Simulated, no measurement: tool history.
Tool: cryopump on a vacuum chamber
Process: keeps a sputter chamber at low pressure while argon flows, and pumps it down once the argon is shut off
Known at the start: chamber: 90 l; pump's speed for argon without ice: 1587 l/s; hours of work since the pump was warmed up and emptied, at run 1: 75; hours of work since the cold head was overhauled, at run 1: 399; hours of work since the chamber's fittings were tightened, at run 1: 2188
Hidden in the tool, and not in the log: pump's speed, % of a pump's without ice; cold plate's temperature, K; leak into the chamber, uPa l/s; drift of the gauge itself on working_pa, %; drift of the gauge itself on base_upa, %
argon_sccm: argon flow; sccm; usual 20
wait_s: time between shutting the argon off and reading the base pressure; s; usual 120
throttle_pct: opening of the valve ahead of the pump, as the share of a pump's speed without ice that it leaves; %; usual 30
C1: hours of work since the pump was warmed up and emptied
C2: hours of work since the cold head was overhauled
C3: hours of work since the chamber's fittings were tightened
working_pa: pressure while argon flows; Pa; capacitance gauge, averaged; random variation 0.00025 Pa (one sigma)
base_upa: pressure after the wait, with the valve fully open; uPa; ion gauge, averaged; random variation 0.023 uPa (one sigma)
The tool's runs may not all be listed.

Run 1, hour 0: usual settings; C1 75; C2 399; C3 2188. Result: working_pa 0.0717 Pa, base_upa 1.82 uPa.
Run 2, hour 21.2: usual settings; C1 84; C2 408; C3 2196. Result: working_pa 0.0717 Pa, base_upa 1.81 uPa.
Run 3, hour 53.6: usual settings; C1 97; C2 421; C3 2210. Result: working_pa 0.0725 Pa, base_upa 1.9 uPa.
Run 4, hour 77.7: usual settings; C1 107; C2 431; C3 2220. Result: working_pa 0.0726 Pa, base_upa 1.9 uPa.
Run 5, hour 98.6: usual settings; C1 116; C2 440; C3 2228. Result: working_pa 0.0721 Pa, base_upa 1.86 uPa.
Run 6, hour 136.2: usual settings but argon_sccm 19 sccm; C1 131; C2 455; C3 2244. Result: working_pa 0.069 Pa, base_upa 1.92 uPa.
At hour 174.8: leaking fittings of the chamber tightened, without venting.
Run 7, hour 178.7: usual settings but argon_sccm 25 sccm; C1 148; C2 472; C3 2. Result: working_pa 0.0908 Pa, base_upa 0.84 uPa.
Run 8, hour 206.1: usual settings but argon_sccm 25 sccm; C1 159; C2 483; C3 13. Result: working_pa 0.0915 Pa, base_upa 0.79 uPa.
Run 9, hour 242.9: usual settings but argon_sccm 25 sccm; C1 174; C2 498; C3 28. Result: working_pa 0.0914 Pa, base_upa 0.86 uPa.
Run 10, hour 260.1: usual settings but argon_sccm 10 sccm; C1 181; C2 505; C3 35. Result: working_pa 0.0364 Pa, base_upa 0.88 uPa.
Run 11, hour 280.9: usual settings; C1 190; C2 514; C3 44. Result: working_pa 0.0733 Pa, base_upa 0.88 uPa.
Run 12, hour 310.4: usual settings but throttle_pct 39 %; C1 202; C2 526; C3 56. Result: working_pa 0.0574 Pa, base_upa 0.83 uPa.
Run 13, hour 335.5: usual settings but argon_sccm 23 sccm, throttle_pct 39 %; C1 213; C2 536; C3 66. Result: working_pa 0.0658 Pa, base_upa 0.91 uPa.
Run 14, hour 369.3: usual settings but argon_sccm 23 sccm, throttle_pct 39 %; C1 226; C2 550; C3 80. Result: working_pa 0.0662 Pa, base_upa 0.87 uPa.
Run 15, hour 392.4: usual settings but argon_sccm 23 sccm, throttle_pct 39 %; C1 236; C2 560; C3 89. Result: working_pa 0.0655 Pa, base_upa 0.89 uPa.
Run 16, hour 411.2: usual settings but argon_sccm 23 sccm, throttle_pct 39 %; C1 244; C2 567; C3 97. Result: working_pa 0.0664 Pa, base_upa 0.93 uPa.
Run 17, hour 430.3: usual settings; C1 252; C2 575; C3 105. Result: working_pa 0.074 Pa, base_upa 0.89 uPa.
Run 18, hour 448.4: usual settings but argon_sccm 29 sccm, throttle_pct 24 %; C1 259; C2 583; C3 113. Result: working_pa 0.1332 Pa, base_upa 0.9 uPa.
Run 19, hour 487.1: usual settings but argon_sccm 29 sccm, throttle_pct 24 %; C1 275; C2 599; C3 128. Result: working_pa 0.1339 Pa, base_upa 0.94 uPa.
Run 20, hour 523.1: usual settings but argon_sccm 29 sccm, throttle_pct 24 %; C1 290; C2 613; C3 143. Result: working_pa 0.134 Pa, base_upa 0.92 uPa.
Run 21, hour 550: usual settings but argon_sccm 16 sccm; C1 301; C2 624; C3 154. Result: working_pa 0.0597 Pa, base_upa 0.94 uPa.
At hour 561.2: pump warmed up, emptied and cooled again.
Run 22, hour 590.7: usual settings but argon_sccm 16 sccm; C1 12; C2 639; C3 169. Result: working_pa 0.057 Pa, base_upa 0.88 uPa.
Run 23, hour 613.8: usual settings but argon_sccm 33 sccm, wait_s 289 s, throttle_pct 19 %; C1 22; C2 649; C3 178. Result: working_pa 0.1859 Pa, base_upa 0.54 uPa.
Run 24, hour 649.7: usual settings but wait_s 23 s, throttle_pct 39 %; C1 36; C2 663; C3 193. Result: working_pa 0.0551 Pa, base_upa 3.55 uPa.
Run 25, hour 686.8: usual settings but wait_s 23 s, throttle_pct 39 %; C1 52; C2 679; C3 209. Result: working_pa 0.055 Pa, base_upa 3.59 uPa.
Run 26, hour 716.2: usual settings but argon_sccm 21 sccm, wait_s 21 s, throttle_pct 41 %; C1 64; C2 691; C3 221. Result: working_pa 0.0552 Pa, base_upa 3.97 uPa.
Run 27, hour 747.4: usual settings but argon_sccm 21 sccm, wait_s 176 s, throttle_pct 20 %; C1 77; C2 704; C3 233. Result: working_pa 0.113 Pa, base_upa 0.73 uPa.
Run 28, hour 770.6: usual settings but argon_sccm 10 sccm, wait_s 52 s, throttle_pct 39 %; C1 86; C2 713; C3 243. Result: working_pa 0.028 Pa, base_upa 1.74 uPa.
Run 29, hour 800.9: usual settings but argon_sccm 29 sccm, wait_s 71 s, throttle_pct 44 %; C1 99; C2 726; C3 255. Result: working_pa 0.0719 Pa, base_upa 1.35 uPa.
Run 30, hour 836.3: usual settings but argon_sccm 13 sccm, wait_s 181 s, throttle_pct 32 %; C1 113; C2 740; C3 270. Result: working_pa 0.0443 Pa, base_upa 0.75 uPa.
Run 31, hour 866.1: usual settings but wait_s 37 s; C1 125; C2 752; C3 282. Result: working_pa 0.0724 Pa, base_upa 2.37 uPa.
Run 32, hour 885.3: usual settings but wait_s 165 s, throttle_pct 34 %; C1 133; C2 760; C3 290. Result: working_pa 0.0646 Pa, base_upa 0.77 uPa.
Run 33, hour 919.7: usual settings but argon_sccm 9 sccm, wait_s 165 s, throttle_pct 40 %; C1 147; C2 774; C3 304. Result: working_pa 0.0247 Pa, base_upa 0.78 uPa.

The same runs without the tool's hidden state, with the same run-to-run variation:
run  working_pa  base_upa
  1      0.0706      0.81
  2      0.0705      0.79
  3      0.0712      0.86
  4      0.0711      0.82
  5      0.0706      0.81
  6      0.0674      0.84
  7      0.0884      0.81
  8       0.089      0.76
  9      0.0886      0.83
 10      0.0353      0.84
 11      0.0709      0.84
 12      0.0548      0.78
 13      0.0627      0.85
 14      0.0629       0.8
 15      0.0621      0.82
 16      0.0629      0.86
 17      0.0708      0.81
 18      0.1285      0.81
 19      0.1288      0.84
 20      0.1287      0.82
 21      0.0567      0.83
 22      0.0567       0.8
 23      0.1852      0.46
 24      0.0545      3.46
 25      0.0543      3.49
 26      0.0543      3.85
 27       0.112      0.62
 28      0.0274      1.62
 29      0.0701      1.22
 30      0.0433      0.61
 31      0.0708      2.22
 32       0.063      0.62
 33      0.0239      0.62
